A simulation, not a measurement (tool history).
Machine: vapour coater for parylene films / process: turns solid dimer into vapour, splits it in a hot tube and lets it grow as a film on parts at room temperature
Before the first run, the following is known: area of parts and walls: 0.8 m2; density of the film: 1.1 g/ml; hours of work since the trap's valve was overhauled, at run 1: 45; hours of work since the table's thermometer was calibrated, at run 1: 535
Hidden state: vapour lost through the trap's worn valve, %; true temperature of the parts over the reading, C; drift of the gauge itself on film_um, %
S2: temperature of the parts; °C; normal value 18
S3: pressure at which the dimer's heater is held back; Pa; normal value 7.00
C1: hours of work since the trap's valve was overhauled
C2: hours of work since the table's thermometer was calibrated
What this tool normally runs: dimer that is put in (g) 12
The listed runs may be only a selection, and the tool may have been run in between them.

{"run": 1, "hour": 0.0, "dimer that is put in (g)": 12, "S2": 18, "S3": 7.0, "C1": 45, "C2": 535, "thickness of the film (um)": 7.14}
{"run": 2, "hour": 16.3, "dimer that is put in (g)": 7, "S2": 18, "S3": 7.0, "C1": 57, "C2": 546, "thickness of the film (um)": 4.26}
{"run": 3, "hour": 31.1, "dimer that is put in (g)": 7, "S2": 18, "S3": 2.65, "C1": 67, "C2": 557, "thickness of the film (um)": 5.12}
{"run": 4, "hour": 51.1, "dimer that is put in (g)": 7, "S2": 18, "S3": 2.65, "C1": 81, "C2": 571, "thickness of the film (um)": 4.97}
{"run": 5, "hour": 62.0, "dimer that is put in (g)": 7, "S2": 18, "S3": 2.65, "C1": 89, "C2": 578, "thickness of the film (um)": 4.96}
{"run": 6, "hour": 73.6, "dimer that is put in (g)": 7, "S2": 18, "S3": 2.65, "C1": 97, "C2": 586, "thickness of the film (um)": 4.98}
{"run": 7, "hour": 85.3, "dimer that is put in (g)": 12, "S2": 18, "S3": 7.0, "C1": 105, "C2": 595, "thickness of the film (um)": 7.08}
{"run": 8, "hour": 97.6, "dimer that is put in (g)": 12, "S2": 18, "S3": 7.0, "C1": 114, "C2": 603, "thickness of the film (um)": 6.95}
{"run": 9, "hour": 111.1, "dimer that is put in (g)": 6, "S2": 18, "S3": 7.0, "C1": 124, "C2": 613, "thickness of the film (um)": 3.5}
{"run": 10, "hour": 131.8, "dimer that is put in (g)": 6, "S2": 18, "S3": 7.0, "C1": 138, "C2": 627, "thickness of the film (um)": 3.51}
{"run": 11, "hour": 146.2, "dimer that is put in (g)": 12, "S2": 18, "S3": 7.0, "C1": 148, "C2": 638, "thickness of the film (um)": 6.99}
{"run": 12, "hour": 159.7, "dimer that is put in (g)": 12, "S2": 18, "S3": 7.0, "C1": 158, "C2": 647, "thickness of the film (um)": 6.95}
{"run": 13, "hour": 176.2, "dimer that is put in (g)": 12, "S2": 18, "S3": 7.0, "C1": 169, "C2": 659, "thickness of the film (um)": 6.83}
{"run": 14, "hour": 185.8, "dimer that is put in (g)": 12, "S2": 18, "S3": 7.0, "C1": 176, "C2": 665, "thickness of the film (um)": 6.77}
{"run": 15, "hour": 202.3, "dimer that is put in (g)": 12, "S2": 18, "S3": 7.0, "C1": 188, "C2": 677, "thickness of the film (um)": 6.77}
{"run": 16, "hour": 212.5, "dimer that is put in (g)": 12, "S2": 18, "S3": 7.0, "C1": 195, "C2": 684, "thickness of the film (um)": 6.73}
{"run": 17, "hour": 233.0, "dimer that is put in (g)": 9, "S2": 18, "S3": 7.0, "C1": 209, "C2": 699, "thickness of the film (um)": 5.01}
{"hour": 244.1, "done": "trap's valve overhauled"}
{"run": 18, "hour": 254.6, "dimer that is put in (g)": 9, "S2": 18, "S3": 7.0, "C1": 7, "C2": 711, "thickness of the film (um)": 5.65}
{"run": 19, "hour": 270.8, "dimer that is put in (g)": 9, "S2": 18, "S3": 2.03, "C1": 19, "C2": 722, "thickness of the film (um)": 7.22}
{"run": 20, "hour": 291.0, "dimer that is put in (g)": 9, "S2": 18, "S3": 2.03, "C1": 33, "C2": 737, "thickness of the film (um)": 7.0}
{"run": 21, "hour": 306.5, "dimer that is put in (g)": 16, "S2": 20, "S3": 3.04, "C1": 44, "C2": 748, "thickness of the film (um)": 10.62}
{"run": 22, "hour": 315.5, "dimer that is put in (g)": 16, "S2": 11, "S3": 6.85, "C1": 50, "C2": 754, "thickness of the film (um)": 12.91}
{"run": 23, "hour": 331.4, "dimer that is put in (g)": 19, "S2": 14, "S3": 6.85, "C1": 61, "C2": 765, "thickness of the film (um)": 13.56}
{"run": 24, "hour": 342.8, "dimer that is put in (g)": 19, "S2": 14, "S3": 6.85, "C1": 69, "C2": 773, "thickness of the film (um)": 13.48}
{"run": 25, "hour": 351.6, "dimer that is put in (g)": 12, "S2": 17, "S3": 6.85, "C1": 76, "C2": 779, "thickness of the film (um)": 7.72}
{"run": 26, "hour": 370.1, "dimer that is put in (g)": 12, "S2": 17, "S3": 6.85, "C1": 89, "C2": 792, "thickness of the film (um)": 7.64}
{"run": 27, "hour": 386.5, "dimer that is put in (g)": 17, "S2": 22, "S3": 7.0, "C1": 100, "C2": 804, "thickness of the film (um)": 8.91}
{"run": 28, "hour": 395.4, "dimer that is put in (g)": 8, "S2": 21, "S3": 7.0, "C1": 106, "C2": 810, "thickness of the film (um)": 4.35}
{"run": 29, "hour": 414.1, "dimer that is put in (g)": 19, "S2": 21, "S3": 6.38, "C1": 120, "C2": 823, "thickness of the film (um)": 10.21}
{"run": 30, "hour": 431.2, "dimer that is put in (g)": 12, "S2": 18, "S3": 10.91, "C1": 132, "C2": 835, "thickness of the film (um)": 6.47}
{"run": 31, "hour": 441.5, "dimer that is put in (g)": 12, "S2": 18, "S3": 6.07, "C1": 139, "C2": 843, "thickness of the film (um)": 7.22}
{"run": 32, "hour": 457.7, "dimer that is put in (g)": 12, "S2": 18, "S3": 8.72, "C1": 150, "C2": 854, "thickness of the film (um)": 6.77}
{"run": 33, "hour": 472.3, "dimer that is put in (g)": 8, "S2": 13, "S3": 7.0, "C1": 161, "C2": 864, "thickness of the film (um)": 5.63}
{"run": 34, "hour": 486.8, "dimer that is put in (g)": 8, "S2": 13, "S3": 7.0, "C1": 171, "C2": 874, "thickness of the film (um)": 5.53}
{"run": 35, "hour": 506.5, "dimer that is put in (g)": 5, "S2": 13, "S3": 3.25, "C1": 185, "C2": 888, "thickness of the film (um)": 4.01}
{"run": 36, "hour": 517.7, "dimer that is put in (g)": 5, "S2": 13, "S3": 3.25, "C1": 193, "C2": 896, "thickness of the film (um)": 4.01}
{"run": 37, "hour": 535.8, "dimer that is put in (g)": 12, "S2": 29, "S3": 11.1, "C1": 205, "C2": 909, "thickness of the film (um)": 4.13}
{"hour": 551.2, "done": "trap's valve overhauled"}
{"run": 38, "hour": 551.9, "dimer that is put in (g)": 12, "S2": 29, "S3": 11.1, "C1": 0, "C2": 917, "thickness of the film (um)": 4.67}
{"run": 39, "hour": 564.1, "dimer that is put in (g)": 17, "S2": 29, "S3": 9.68, "C1": 9, "C2": 926, "thickness of the film (um)": 6.71}

Difference, measured minus no-hidden-state, one row per run. Run-to-run variation is common to both terms; the gauge's own scatter need not be:
run=1 thickness_of_the_film_(um)=-0.23
run=2 thickness_of_the_film_(um)=-0.17
run=3 thickness_of_the_film_(um)=-0.23
run=4 thickness_of_the_film_(um)=-0.27
run=5 thickness_of_the_film_(um)=-0.29
run=6 thickness_of_the_film_(um)=-0.32
run=7 thickness_of_the_film_(um)=-0.49
run=8 thickness_of_the_film_(um)=-0.52
run=9 thickness_of_the_film_(um)=-0.28
run=10 thickness_of_the_film_(um)=-0.31
run=11 thickness_of_the_film_(um)=-0.67
run=12 thickness_of_the_film_(um)=-0.72
run=13 thickness_of_the_film_(um)=-0.76
run=14 thickness_of_the_film_(um)=-0.78
run=15 thickness_of_the_film_(um)=-0.83
run=16 thickness_of_the_film_(um)=-0.87
run=17 thickness_of_the_film_(um)=-0.69
run=18 thickness_of_the_film_(um)=+0.01
run=19 thickness_of_the_film_(um)=-0.03
run=20 thickness_of_the_film_(um)=-0.09
run=21 thickness_of_the_film_(um)=-0.20
run=22 thickness_of_the_film_(um)=-0.29
run=23 thickness_of_the_film_(um)=-0.39
run=24 thickness_of_the_film_(um)=-0.43
run=25 thickness_of_the_film_(um)=-0.28
run=26 thickness_of_the_film_(um)=-0.32
run=27 thickness_of_the_film_(um)=-0.45
run=28 thickness_of_the_film_(um)=-0.24
run=29 thickness_of_the_film_(um)=-0.64
run=30 thickness_of_the_film_(um)=-0.45
run=31 thickness_of_the_film_(um)=-0.54
run=32 thickness_of_the_film_(um)=-0.56
run=33 thickness_of_the_film_(um)=-0.50
run=34 thickness_of_the_film_(um)=-0.53
run=35 thickness_of_the_film_(um)=-0.42
run=36 thickness_of_the_film_(um)=-0.44
run=37 thickness_of_the_film_(um)=-0.49
run=38 thickness_of_the_film_(um)=+0.03
run=39 thickness_of_the_film_(um)=+0.02

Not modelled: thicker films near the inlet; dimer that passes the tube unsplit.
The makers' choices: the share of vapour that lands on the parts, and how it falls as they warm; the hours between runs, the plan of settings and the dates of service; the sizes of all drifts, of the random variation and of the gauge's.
